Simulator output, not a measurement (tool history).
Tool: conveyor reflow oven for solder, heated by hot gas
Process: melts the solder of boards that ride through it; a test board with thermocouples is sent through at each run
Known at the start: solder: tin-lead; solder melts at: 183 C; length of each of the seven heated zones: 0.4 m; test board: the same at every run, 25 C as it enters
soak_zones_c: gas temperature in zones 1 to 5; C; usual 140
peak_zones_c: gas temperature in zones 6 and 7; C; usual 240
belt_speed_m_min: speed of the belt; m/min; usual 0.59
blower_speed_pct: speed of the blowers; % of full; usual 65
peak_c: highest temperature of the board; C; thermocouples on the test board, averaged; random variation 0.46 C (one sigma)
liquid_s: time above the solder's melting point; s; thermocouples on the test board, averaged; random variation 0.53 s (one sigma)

run 1 hour=0 | soak_zones_c=140 peak_zones_c=240 belt_speed_m_min=0.59 blower_speed_pct=65 | peak_c=216.9 liquid_s=61.1
-- hour=14.2 thermocouples of zones 6 and 7 changed
run 2 hour=39.6 | soak_zones_c=140 peak_zones_c=240 belt_speed_m_min=0.59 blower_speed_pct=65 | peak_c=218.2 liquid_s=61.6
run 3 hour=95.7 | soak_zones_c=140 peak_zones_c=240 belt_speed_m_min=0.59 blower_speed_pct=65 | peak_c=217.1 liquid_s=61.3
run 4 hour=147.2 | soak_zones_c=140 peak_zones_c=240 belt_speed_m_min=0.59 blower_speed_pct=65 | peak_c=217.5 liquid_s=60.4
run 5 hour=179.7 | soak_zones_c=140 peak_zones_c=240 belt_speed_m_min=0.59 blower_speed_pct=65 | peak_c=218.4 liquid_s=61.5
-- hour=202.7 flux residue cleaned out of gas plates and filters
run 6 hour=219.9 | soak_zones_c=140 peak_zones_c=240 belt_speed_m_min=0.59 blower_speed_pct=65 | peak_c=218.1 liquid_s=62.9
run 7 hour=251.5 | soak_zones_c=140 peak_zones_c=240 belt_speed_m_min=0.59 blower_speed_pct=65 | peak_c=218.6 liquid_s=62.4
run 8 hour=278.2 | soak_zones_c=140 peak_zones_c=229 belt_speed_m_min=0.59 blower_speed_pct=65 | peak_c=209.1 liquid_s=53.6
run 9 hour=318.6 | soak_zones_c=140 peak_zones_c=240 belt_speed_m_min=0.525 blower_speed_pct=65 | peak_c=222.1 liquid_s=73.3
run 10 hour=376.1 | soak_zones_c=140 peak_zones_c=240 belt_speed_m_min=0.673 blower_speed_pct=65 | peak_c=213.5 liquid_s=48.6
run 11 hour=407.4 | soak_zones_c=140 peak_zones_c=240 belt_speed_m_min=0.673 blower_speed_pct=65 | peak_c=212.3 liquid_s=47.8
run 12 hour=445.8 | soak_zones_c=140 peak_zones_c=240 belt_speed_m_min=0.482 blower_speed_pct=65 | peak_c=224.1 liquid_s=82.3
-- hour=482 flux residue cleaned out of gas plates and filters
run 13 hour=501.7 | soak_zones_c=140 peak_zones_c=240 belt_speed_m_min=0.59 blower_speed_pct=65 | peak_c=218.6 liquid_s=61.3
run 14 hour=549.2 | soak_zones_c=140 peak_zones_c=240 belt_speed_m_min=0.59 blower_speed_pct=65 | peak_c=218.3 liquid_s=61.6
run 15 hour=580.5 | soak_zones_c=140 peak_zones_c=246 belt_speed_m_min=0.59 blower_speed_pct=65 | peak_c=222.7 liquid_s=64.9
run 16 hour=610.3 | soak_zones_c=140 peak_zones_c=232 belt_speed_m_min=0.65 blower_speed_pct=65 | peak_c=207 liquid_s=45.6
run 17 hour=640.9 | soak_zones_c=138 peak_zones_c=240 belt_speed_m_min=0.667 blower_speed_pct=65 | peak_c=211.5 liquid_s=48.2
run 18 hour=690.9 | soak_zones_c=151 peak_zones_c=248 belt_speed_m_min=0.59 blower_speed_pct=65 | peak_c=225.2 liquid_s=72.5
run 19 hour=722.4 | soak_zones_c=151 peak_zones_c=248 belt_speed_m_min=0.59 blower_speed_pct=65 | peak_c=226 liquid_s=72.3
run 20 hour=748.4 | soak_zones_c=151 peak_zones_c=248 belt_speed_m_min=0.59 blower_speed_pct=66 | peak_c=225.6 liquid_s=71.8
-- hour=762.9 flux residue cleaned out of gas plates and filters
run 21 hour=804.4 | soak_zones_c=128 peak_zones_c=248 belt_speed_m_min=0.573 blower_speed_pct=86 | peak_c=226.8 liquid_s=67.4
run 22 hour=834.9 | soak_zones_c=146 peak_zones_c=242 belt_speed_m_min=0.59 blower_speed_pct=75 | peak_c=222.5 liquid_s=69.6
run 23 hour=890.3 | soak_zones_c=146 peak_zones_c=241 belt_speed_m_min=0.621 blower_speed_pct=75 | peak_c=218.7 liquid_s=62.2
-- hour=942 belt drive overhauled, speed set with a stopwatch
run 24 hour=948.8 | soak_zones_c=144 peak_zones_c=230 belt_speed_m_min=0.558 blower_speed_pct=74 | peak_c=211.6 liquid_s=62
run 25 hour=987.9 | soak_zones_c=151 peak_zones_c=230 belt_speed_m_min=0.558 blower_speed_pct=74 | peak_c=213.3 liquid_s=65.2
run 26 hour=1018.4 | soak_zones_c=151 peak_zones_c=230 belt_speed_m_min=0.558 blower_speed_pct=74 | peak_c=213.2 liquid_s=66.9
-- hour=1028.6 thermocouples of zones 6 and 7 changed
-- hour=1046.6 flux residue cleaned out of gas plates and filters
run 27 hour=1083 | soak_zones_c=133 peak_zones_c=251 belt_speed_m_min=0.692 blower_speed_pct=74 | peak_c=222.2 liquid_s=52.1
run 28 hour=1132.6 | soak_zones_c=140 peak_zones_c=255 belt_speed_m_min=0.59 blower_speed_pct=59 | peak_c=229.8 liquid_s=70.3
run 29 hour=1160.6 | soak_zones_c=134 peak_zones_c=255 belt_speed_m_min=0.605 blower_speed_pct=65 | peak_c=228.8 liquid_s=66.4

5 ways to go on from here, each from the tool as it stands after run 29. What would each give?
run A hour=1214.9 | soak_zones_c=134 peak_zones_c=255 belt_speed_m_min=0.605 blower_speed_pct=88 | peak_c=? liquid_s=?
run B hour=1214.9 | soak_zones_c=151 peak_zones_c=255 belt_speed_m_min=0.605 blower_speed_pct=89 | peak_c=? liquid_s=?
run C hour=1214.9 | soak_zones_c=143 peak_zones_c=255 belt_speed_m_min=0.605 blower_speed_pct=65 | peak_c=? liquid_s=?
run D hour=1214.9 | soak_zones_c=134 peak_zones_c=255 belt_speed_m_min=0.653 blower_speed_pct=62 | peak_c=? liquid_s=?
run E hour=1214.9 | soak_zones_c=142 peak_zones_c=240 belt_speed_m_min=0.624 blower_speed_pct=55 | peak_c=? liquid_s=?

run=A peak_c=233 liquid_s=68.4
run=B peak_c=236.9 liquid_s=76.2
run=C peak_c=229.7 liquid_s=69.8
run=D peak_c=223 liquid_s=57
run=E peak_c=212.8 liquid_s=53.7
Without the tool's hidden state the same runs would have given:
run=A peak_c=234.4 liquid_s=69
run=B peak_c=238.2 liquid_s=76.5
run=C peak_c=230.9 liquid_s=70.4
run=D peak_c=224.4 liquid_s=57.8
run=E peak_c=213.9 liquid_s=54.7
